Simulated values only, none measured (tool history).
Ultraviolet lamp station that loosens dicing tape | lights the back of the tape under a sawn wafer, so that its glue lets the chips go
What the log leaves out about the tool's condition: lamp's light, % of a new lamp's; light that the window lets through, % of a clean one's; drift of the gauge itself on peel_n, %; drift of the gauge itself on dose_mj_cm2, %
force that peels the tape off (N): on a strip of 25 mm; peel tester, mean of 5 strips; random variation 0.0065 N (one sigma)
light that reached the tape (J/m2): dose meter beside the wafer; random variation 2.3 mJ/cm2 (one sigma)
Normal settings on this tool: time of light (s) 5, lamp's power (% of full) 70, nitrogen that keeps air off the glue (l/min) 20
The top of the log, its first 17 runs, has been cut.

| run | hour | time of light (s) | lamp's power (% of full) | nitrogen that keeps air off the glue (l/min) | hours of work of the lamp | hours of work since the window was cleaned | force that peels the tape off (N) | light that reached the tape (J/m2) |
|---|---|---|---|---|---|---|---|---|
| 18 | 330.5 | 2 | 70 | 20 | 642 | 49 | 0.971 | 950 |
| 19 | 349.5 | 5 | 70 | 9 | 653 | 60 | 0.297 | 2390 |
| 20 | 360.8 | 5 | 85 | 9 | 659 | 66 | 0.206 | 2890 |
| 21 | 375.0 | 5 | 85 | 9 | 666 | 73 | 0.221 | 2880 |
| 22 | 390.1 | 5 | 70 | 14 | 675 | 82 | 0.233 | 2380 |
| 23 | 403.2 | 2 | 77 | 16 | 682 | 89 | 0.903 | 1050 |
| 24 | 415.8 | 2 | 77 | 16 | 688 | 95 | 0.887 | 990 |
| 25 | 434.5 | 5 | 96 | 18 | 698 | 105 | 0.153 | 3300 |
| 26 | 456.6 | 7 | 96 | 7 | 710 | 117 | 0.155 | 4600 |
| 27 | 482.9 | 7 | 96 | 7 | 725 | 132 | 0.153 | 4500 |
| 28 | 505.6 | 4 | 96 | 29 | 737 | 144 | 0.169 | 2590 |
| 29 | 527.8 | 4 | 96 | 29 | 749 | 156 | 0.164 | 2600 |
| 30 | 553.3 | 5 | 67 | 6 | 763 | 170 | 0.410 | 2270 |
| 31 | 568.1 | 5 | 67 | 6 | 771 | 178 | 0.410 | 2210 |
| 32 | 582.3 | 5 | 71 | 13 | 778 | 185 | 0.243 | 2430 |
| 33 | 599.3 | 5 | 71 | 13 | 787 | 194 | 0.239 | 2360 |
| 34 | 623.7 | 3 | 87 | 20 | 801 | 208 | 0.339 | 1800 |
| 35 | 636.1 | 3 | 87 | 20 | 807 | 214 | 0.326 | 1750 |

For run 36, what comes out?
| 36 | 649.4 | 2 | 79 | 10 | 814 | 221 | ? | ? |

{"run 36": {"force that peels the tape off (N)": 1.012, "light that reached the tape (J/m2)": 1090}}
The same run, on a tool lacking any hidden state, would have yielded force that peels the tape off (N) 1.010, light that reached the tape (J/m2) 1090.

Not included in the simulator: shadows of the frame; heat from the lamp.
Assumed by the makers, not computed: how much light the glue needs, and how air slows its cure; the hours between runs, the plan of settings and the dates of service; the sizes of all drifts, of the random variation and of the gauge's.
